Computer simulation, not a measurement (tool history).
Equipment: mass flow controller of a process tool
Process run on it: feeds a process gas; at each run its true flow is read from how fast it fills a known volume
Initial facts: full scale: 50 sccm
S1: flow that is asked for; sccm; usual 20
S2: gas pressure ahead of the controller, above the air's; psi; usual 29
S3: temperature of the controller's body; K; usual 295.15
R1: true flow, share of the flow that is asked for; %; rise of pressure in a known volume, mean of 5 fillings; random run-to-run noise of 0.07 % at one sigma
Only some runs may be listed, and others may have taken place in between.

run,day,S1,S2,S3,R1
1,0,20,29,295.15,98.49
2,3.333,20,29,295.15,98.64
3,6.125,20,29,295.15,98.65
4,12.325,20,29,295.15,98.52
5,18.283,20,29,295.15,98.35
6,22.675,20,29,295.15,98.42
7,25.567,20,29,295.15,98.39
8,31.25,20,29,295.15,98.33
9,34.929,20,29,295.15,98.33
10,39.992,20,29,295.15,98.21
11,44.579,20,29,295.15,98.22
12,48.25,20,29,295.15,98.19
13,52.067,20,29,295.15,98.1
14,54.746,20,29,295.15,98.02
15,57.904,20,29,295.15,98.05
16,61.112,20,29,307.15,98.56
17,65.708,20,29,303.15,98.5
18,70.033,20,29,303.15,98.42
19,74.483,20,29,301.15,98.22
20,78.488,20,29,301.15,98.17
21,83.829,5,29.3,301.15,97.42
22,89.571,17,29,303.15,98.12
23,93.412,14,38.9,303.15,98.09
24,96.742,8,29,312.15,98.04
25,99.729,20,36,295.15,97.94
26,105.683,41,29,295.15,98.5
27,110.708,20,29,301.15,97.88

Expected results for the next run?
28,116.388,26,24.9,295.15,?

Run 28 measured R1 97.69 %.
The same run, on a tool lacking any hidden state, would have yielded R1 98.76 %.

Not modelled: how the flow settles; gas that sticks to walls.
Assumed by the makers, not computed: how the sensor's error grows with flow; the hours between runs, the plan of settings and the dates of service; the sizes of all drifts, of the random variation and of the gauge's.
